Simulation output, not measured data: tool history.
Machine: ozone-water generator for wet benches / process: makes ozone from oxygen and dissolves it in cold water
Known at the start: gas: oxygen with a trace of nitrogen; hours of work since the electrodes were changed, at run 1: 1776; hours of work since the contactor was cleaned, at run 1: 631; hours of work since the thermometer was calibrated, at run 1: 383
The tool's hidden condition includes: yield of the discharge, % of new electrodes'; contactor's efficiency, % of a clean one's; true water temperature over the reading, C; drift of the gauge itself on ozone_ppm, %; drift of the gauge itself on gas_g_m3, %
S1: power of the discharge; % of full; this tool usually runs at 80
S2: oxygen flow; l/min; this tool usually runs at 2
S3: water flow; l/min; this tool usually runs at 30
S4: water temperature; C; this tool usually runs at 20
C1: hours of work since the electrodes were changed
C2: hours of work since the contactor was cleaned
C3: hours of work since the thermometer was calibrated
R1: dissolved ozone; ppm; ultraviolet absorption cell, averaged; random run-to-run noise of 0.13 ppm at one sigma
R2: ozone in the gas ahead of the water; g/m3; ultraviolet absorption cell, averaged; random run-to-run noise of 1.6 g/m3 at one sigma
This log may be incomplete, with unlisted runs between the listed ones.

run 1 hour=0 | S1=80 S2=2 S3=30 S4=20 | C1=1776 C2=631 C3=383 | R1=11.9 R2=283
run 2 hour=35.9 | S1=80 S2=2 S3=30 S4=20 | C1=1808 C2=662 C3=414 | R1=12.1 R2=279.4
run 3 hour=65.9 | S1=80 S2=2 S3=30 S4=20 | C1=1834 C2=688 C3=440 | R1=11.6 R2=282.2
run 4 hour=100.5 | S1=80 S2=2 S3=30 S4=20 | C1=1864 C2=719 C3=470 | R1=12.2 R2=281.8
run 5 hour=140.3 | S1=80 S2=2 S3=30 S4=20 | C1=1898 C2=753 C3=505 | R1=12.1 R2=281
run 6 hour=166.4 | S1=80 S2=2 S3=30 S4=23 | C1=1921 C2=776 C3=528 | R1=11.7 R2=281.3
run 7 hour=204.9 | S1=80 S2=2 S3=30 S4=23 | C1=1954 C2=809 C3=561 | R1=11.7 R2=280.4
run 8 hour=239.4 | S1=80 S2=2 S3=30 S4=23 | C1=1984 C2=839 C3=591 | R1=11.8 R2=280.9
run 9 hour=283.2 | S1=80 S2=2 S3=30 S4=25 | C1=2022 C2=877 C3=629 | R1=11.4 R2=281.1
run 10 hour=304.1 | S1=80 S2=2 S3=30 S4=25 | C1=2041 C2=895 C3=647 | R1=11.5 R2=283.2
run 11 hour=354.4 | S1=80 S2=3.24 S3=30 S4=20 | C1=2084 C2=939 C3=691 | R1=13 R2=212.2
run 12 hour=401.4 | S1=80 S2=3.24 S3=30 S4=20 | C1=2125 C2=980 C3=732 | R1=12.9 R2=210.6
run 13 hour=445.6 | S1=80 S2=3.24 S3=30 S4=20 | C1=2164 C2=1018 C3=770 | R1=13.1 R2=213.3
run 14 hour=466.6 | S1=80 S2=2 S3=30 S4=20 | C1=2182 C2=1037 C3=789 | R1=11.9 R2=280.7
run 15 hour=501.3 | S1=80 S2=2 S3=30 S4=20 | C1=2212 C2=1067 C3=819 | R1=11.9 R2=281.3
run 16 hour=528.9 | S1=80 S2=2 S3=30 S4=20 | C1=2236 C2=1091 C3=843 | R1=11.8 R2=282
run 17 hour=550.3 | S1=80 S2=2 S3=30 S4=20 | C1=2255 C2=1109 C3=861 | R1=11.9 R2=281.2
run 18 hour=578.3 | S1=69 S2=2 S3=22 S4=27 | C1=2279 C2=1134 C3=886 | R1=14.4 R2=261.4
run 19 hour=624.9 | S1=69 S2=2.49 S3=22 S4=27 | C1=2319 C2=1174 C3=926 | R1=14.7 R2=226.1
run 20 hour=651.5 | S1=52 S2=2.99 S3=30 S4=20 | C1=2343 C2=1197 C3=949 | R1=10.4 R2=178.7
-- hour=656.3 water thermometer calibrated
run 21 hour=688.2 | S1=52 S2=2.99 S3=30 S4=17 | C1=2374 C2=1229 C3=28 | R1=10.7 R2=177.3
run 22 hour=724.9 | S1=85 S2=2 S3=30 S4=20 | C1=2406 C2=1261 C3=60 | R1=12 R2=289.2
run 23 hour=752.9 | S1=85 S2=2 S3=30 S4=20 | C1=2430 C2=1285 C3=84 | R1=12 R2=287.7
run 24 hour=774.2 | S1=85 S2=2 S3=30 S4=20 | C1=2449 C2=1304 C3=102 | R1=12.2 R2=285.9
run 25 hour=804.4 | S1=80 S2=1.03 S3=30 S4=26 | C1=2475 C2=1330 C3=129 | R1=9.6 R2=416.2
run 26 hour=839.9 | S1=83 S2=1.58 S3=24 S4=21 | C1=2506 C2=1361 C3=160 | R1=14.3 R2=326.5
run 27 hour=874 | S1=80 S2=3.44 S3=20 S4=14 | C1=2535 C2=1390 C3=189 | R1=20 R2=202.2
run 28 hour=919.9 | S1=80 S2=1.29 S3=30 S4=15 | C1=2575 C2=1430 C3=229 | R1=10.9 R2=365.9
-- hour=945.1 water thermometer calibrated, once more
run 29 hour=970.1 | S1=80 S2=1.29 S3=30 S4=15 | C1=2619 C2=1473 C3=22 | R1=10.9 R2=363.6
run 30 hour=1018 | S1=80 S2=1.25 S3=28 S4=27 | C1=2660 C2=1515 C3=63 | R1=11 R2=366
run 31 hour=1057.6 | S1=80 S2=1.25 S3=28 S4=27 | C1=2695 C2=1549 C3=98 | R1=10.6 R2=370.4
run 32 hour=1102.4 | S1=97 S2=3.47 S3=34 S4=19 | C1=2734 C2=1588 C3=137 | R1=12.7 R2=222.5

How would selected steps in R1 from run to run divide? Give the signed amount a tool lacking its hidden state would still show from settings, what came in and random variation, and the signed amount left for the hidden state, including any gauge scatter that is not in both of the compared results.
Run 19 -> 20: S1 69 -> 52, S2 2.49 -> 2.99, S3 22 -> 30, S4 27 -> 20. R1 -4.3 ppm: hidden state +0.4, all else -4.7.
Run 25 -> 26: S1 80 -> 83, S2 1.03 -> 1.58, S3 30 -> 24, S4 26 -> 21. R1 +4.7 ppm: hidden state -0.4, all else +5.1.
Run 26 -> 27: S1 83 -> 80, S2 1.58 -> 3.44, S3 24 -> 20, S4 21 -> 14. R1 +5.7 ppm: hidden state -0.3, all else +6.
Run 27 -> 28: S2 3.44 -> 1.29, S3 20 -> 30, S4 14 -> 15. R1 -9.1 ppm: hidden state +0.6, all else -9.7.
